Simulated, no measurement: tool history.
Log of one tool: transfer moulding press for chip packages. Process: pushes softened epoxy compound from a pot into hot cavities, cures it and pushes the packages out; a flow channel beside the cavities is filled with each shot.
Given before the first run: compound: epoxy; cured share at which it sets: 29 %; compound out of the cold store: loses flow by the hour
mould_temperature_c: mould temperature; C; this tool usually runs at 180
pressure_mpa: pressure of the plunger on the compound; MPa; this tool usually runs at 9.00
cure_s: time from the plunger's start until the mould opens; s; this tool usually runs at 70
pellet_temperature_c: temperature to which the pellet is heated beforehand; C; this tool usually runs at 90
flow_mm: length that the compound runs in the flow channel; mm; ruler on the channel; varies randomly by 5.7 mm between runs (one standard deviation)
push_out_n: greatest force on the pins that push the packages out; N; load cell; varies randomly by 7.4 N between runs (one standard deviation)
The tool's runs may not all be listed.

run    day  mould_temperature_c  pressure_mpa  cure_s  pellet_temperature_c  incoming compound's hours out of the cold store  flow_mm  push_out_n
  1  0.000                  180          9.00      70                    90                                             18.9      703         534
  2  0.542                  180          9.00      70                    90                                             33.7      673         559
  3  0.867                  180          9.00      70                    90                                             20.5      686         595
  4  1.312                  180          9.00      70                    90                                             44.8      643         599
     1.604  -- cavities cleaned with cleaning compound and waxed
  5  1.946                  180          9.00      70                    90                                             21.6      691         399
  6  2.375                  180          9.00      70                    90                                             32.5      669         462
  7  2.779                  180          9.00      70                    92                                             17.2      688         513
  8  3.112                  182          9.00      70                    90                                             43.1      638         508
     3.229  -- mould's thermocouples calibrated
  9  3.500                  180          9.00      70                    90                                             46.4      638         595
 10  4.092                  183          9.00      70                    90                                             37.9      634         531
 11  4.446                  183          9.00      70                    90                                             25.9      659         574
     4.533  -- cavities cleaned with cleaning compound and waxed
 12  4.796                  183          9.00      70                    90                                             13.4      691         341
     5.250  -- mould's thermocouples calibrated, once more
 13  5.250                  183          9.00      70                    90                                             31.8      651         383
 14  5.600                  184          9.00      70                    84                                             47.8      617         429
 15  6.096                  184          7.08      76                    97                                             11.9      592         456
 16  6.679                  184          7.08      68                    97                                             16.0      594         512
     6.888  -- plunger's sealing rings changed
 17  7.383                  184          7.08      68                    97                                             27.8      615         554
     7.571  -- cavities cleaned with cleaning compound and waxed
 18  8.004                  173          7.08      99                    94                                             47.4      582         354
 19  8.317                  178          6.96      83                    92                                             43.4      577         408
 20  8.758                  178          6.96      83                    92                                             24.2      611         452
 21  9.179                  178          6.96      83                    92                                             39.9      580         483

What if the next run were any one of these 5? Each begins from the tool's condition after run 21:
  A  9.542                  181          6.96     105                    90                                             35.1        ?           ?
  B  9.542                  180          7.36      90                    90                                             25.0        ?           ?
  C  9.542                  185          6.96      83                    92                                             17.5        ?           ?
  D  9.542                  178          6.96      59                    91                                             25.7        ?           ?
  E  9.542                  173          6.96      94                    99                                             37.7        ?           ?

run  flow_mm  push_out_n
  A      583         456
  B      622         484
  C      601         469
  D      607         925
  E      590         512
Had the tool no hidden state, the same runs would have come out as:
run  flow_mm  push_out_n
  A      592         251
  B      631         265
  C      611         257
  D      617         498
  E      599         276
